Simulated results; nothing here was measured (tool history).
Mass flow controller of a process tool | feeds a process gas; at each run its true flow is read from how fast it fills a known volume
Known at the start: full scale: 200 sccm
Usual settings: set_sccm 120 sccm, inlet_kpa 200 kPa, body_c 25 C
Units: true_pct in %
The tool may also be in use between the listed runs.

run,hour,set_sccm,inlet_kpa,body_c,true_pct
1,0.0,120,200,25,98.83
2,88.5,120,200,25,98.84
3,196.0,120,200,25,98.64
4,301.2,120,200,25,98.52
5,404.2,120,200,25,98.54
6,515.1,120,200,25,98.28
7,579.3,120,200,25,98.39
8,627.5,120,144,25,98.09
9,732.0,136,255,22,98.76
10,786.4,136,255,22,98.74
11,848.9,120,148,25,98.02
12,952.0,120,148,25,97.75
13,1050.1,120,198,25,97.81
14,1135.9,67,189,21,97.21
15,1233.9,120,200,29,97.51

4 ways to go on from here, each from the tool as it stands after run 15. What would each give?
A,1318.5,120,225,29,?
B,1318.5,120,174,25,?
C,1318.5,120,188,25,?
D,1318.5,78,260,30,?

run,true_pct
A,97.50
B,97.54
C,97.66
D,96.97
Without the tool's hidden state the same runs would have given:
run,true_pct
A,98.66
B,98.70
C,98.82
D,98.12
